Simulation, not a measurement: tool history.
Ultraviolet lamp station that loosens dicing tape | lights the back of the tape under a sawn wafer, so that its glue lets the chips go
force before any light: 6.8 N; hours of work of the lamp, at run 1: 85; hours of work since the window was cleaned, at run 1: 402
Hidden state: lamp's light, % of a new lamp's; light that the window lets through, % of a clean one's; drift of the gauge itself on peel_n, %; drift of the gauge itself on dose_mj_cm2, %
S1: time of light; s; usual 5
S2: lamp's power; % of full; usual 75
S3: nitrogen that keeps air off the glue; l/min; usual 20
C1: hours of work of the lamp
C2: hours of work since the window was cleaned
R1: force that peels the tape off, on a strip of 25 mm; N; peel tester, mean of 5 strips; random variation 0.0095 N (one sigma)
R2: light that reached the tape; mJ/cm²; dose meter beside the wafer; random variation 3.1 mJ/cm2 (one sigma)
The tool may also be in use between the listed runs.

run	hour	S1	S2	S3	C1	C2	R1	R2
1	0.0	5	75	20	85	402	0.409	486
2	12.2	5	75	20	92	409	0.402	477
3	27.0	5	75	15	100	417	0.539	482
4	49.3	5	75	15	112	429	0.538	479
5	60.0	5	75	15	118	435	0.528	482
6	84.4	5	75	20	131	449	0.407	478
7	106.7	5	75	20	144	461	0.399	483
8	121.1	7	91	10	152	469	0.252	809
9	142.5	3	81	27	163	481	0.811	312
10	154.6	3	81	27	170	487	0.784	308
11	176.2	3	81	27	182	499	0.769	309
12	191.2	3	81	27	190	507	0.779	314
13	208.5	4	85	17	200	517	0.570	433

Forecast each of these 4 alternatives for the next run:
A	230.3	3	66	17	212	529	?	?
B	230.3	5	60	35	212	529	?	?
C	230.3	5	75	8	212	529	?	?
D	230.3	4	66	17	212	529	?	?

run	R1	R2
A	1.493	249
B	0.426	380
C	0.940	474
D	0.944	340
Without the tool's hidden state the same runs would have given:
run	R1	R2
A	1.490	250
B	0.425	381
C	0.939	475
D	0.943	340
